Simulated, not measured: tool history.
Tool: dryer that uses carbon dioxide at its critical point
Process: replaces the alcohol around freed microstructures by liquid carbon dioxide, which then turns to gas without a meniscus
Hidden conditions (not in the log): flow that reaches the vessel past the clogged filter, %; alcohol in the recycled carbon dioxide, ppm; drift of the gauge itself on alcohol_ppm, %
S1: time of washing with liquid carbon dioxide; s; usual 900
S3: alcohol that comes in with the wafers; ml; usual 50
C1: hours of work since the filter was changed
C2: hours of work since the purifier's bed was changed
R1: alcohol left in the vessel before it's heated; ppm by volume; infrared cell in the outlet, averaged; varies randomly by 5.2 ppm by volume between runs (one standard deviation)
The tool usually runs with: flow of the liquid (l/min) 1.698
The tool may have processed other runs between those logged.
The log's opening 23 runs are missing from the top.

run 24 hour=455.3 | S1=900 flow_of_the_liquid_(l/min)=1.62 S3=73 | C1=152 C2=828 | R1=415
run 25 hour=477.7 | S1=900 flow_of_the_liquid_(l/min)=2.46 S3=24 | C1=170 C2=845 | R1=183
run 26 hour=488.6 | S1=900 flow_of_the_liquid_(l/min)=2.46 S3=24 | C1=178 C2=854 | R1=186
run 27 hour=506 | S1=660 flow_of_the_liquid_(l/min)=1.11 S3=50 | C1=192 C2=868 | R1=1762
-- hour=526 inlet filter changed
run 28 hour=526 | S1=1320 flow_of_the_liquid_(l/min)=1.11 S3=109 | C1=0 C2=883 | R1=474
run 29 hour=548 | S1=1320 flow_of_the_liquid_(l/min)=1.11 S3=109 | C1=17 C2=900 | R1=485
run 30 hour=563.3 | S1=840 flow_of_the_liquid_(l/min)=1.85 S3=50 | C1=30 C2=913 | R1=269
run 31 hour=585.4 | S1=660 flow_of_the_liquid_(l/min)=1.47 S3=34 | C1=47 C2=930 | R1=594
run 32 hour=599.2 | S1=660 flow_of_the_liquid_(l/min)=1.47 S3=34 | C1=58 C2=941 | R1=584
run 33 hour=618.8 | S1=660 flow_of_the_liquid_(l/min)=1.19 S3=85 | C1=74 C2=957 | R1=2184
run 34 hour=629.1 | S1=660 flow_of_the_liquid_(l/min)=1.19 S3=85 | C1=82 C2=965 | R1=2203
run 35 hour=652.8 | S1=900 flow_of_the_liquid_(l/min)=1.87 S3=22 | C1=101 C2=984 | R1=235
run 36 hour=666.3 | S1=900 flow_of_the_liquid_(l/min)=1.87 S3=22 | C1=111 C2=994 | R1=245
run 37 hour=691.3 | S1=1140 flow_of_the_liquid_(l/min)=2.85 S3=22 | C1=131 C2=1014 | R1=216
run 38 hour=702.2 | S1=900 flow_of_the_liquid_(l/min)=1.698 S3=89 | C1=140 C2=1023 | R1=447
run 39 hour=716.7 | S1=960 flow_of_the_liquid_(l/min)=2.56 S3=23 | C1=151 C2=1034 | R1=225
-- hour=733.2 purifier's bed changed
run 40 hour=733.2 | S1=1260 flow_of_the_liquid_(l/min)=2.56 S3=66 | C1=162 C2=0 | R1=6
run 41 hour=752.1 | S1=660 flow_of_the_liquid_(l/min)=2.15 S3=25 | C1=177 C2=15 | R1=107
run 42 hour=765 | S1=1200 flow_of_the_liquid_(l/min)=2.15 S3=25 | C1=187 C2=25 | R1=14
run 43 hour=776.8 | S1=900 flow_of_the_liquid_(l/min)=2.81 S3=116 | C1=196 C2=35 | R1=24
-- hour=791.3 inlet filter changed
run 44 hour=800.4 | S1=600 flow_of_the_liquid_(l/min)=2.86 S3=116 | C1=7 C2=53 | R1=104
run 45 hour=815.3 | S1=600 flow_of_the_liquid_(l/min)=2.86 S3=116 | C1=19 C2=64 | R1=102
run 46 hour=832.1 | S1=660 flow_of_the_liquid_(l/min)=2.34 S3=116 | C1=32 C2=78 | R1=202

What if the next run were any one of these 5? Each begins from the tool's condition after run 46:
run A hour=856.3 | S1=960 flow_of_the_liquid_(l/min)=1.88 S3=120 | C1=52 C2=97 | R1=?
run B hour=856.3 | S1=600 flow_of_the_liquid_(l/min)=1.698 S3=50 | C1=52 C2=97 | R1=?
run C hour=856.3 | S1=900 flow_of_the_liquid_(l/min)=1.93 S3=70 | C1=52 C2=97 | R1=?
run D hour=856.3 | S1=780 flow_of_the_liquid_(l/min)=2.34 S3=116 | C1=52 C2=97 | R1=?
run E hour=856.3 | S1=900 flow_of_the_liquid_(l/min)=2.34 S3=65 | C1=52 C2=97 | R1=?

run=A R1=127
run=B R1=517
run=C R1=93
run=D R1=92
run=E R1=43
Without the tool's unlogged condition, the same runs would have read:
run=A R1=88
run=B R1=440
run=C R1=60
run=D R1=58
run=E R1=19
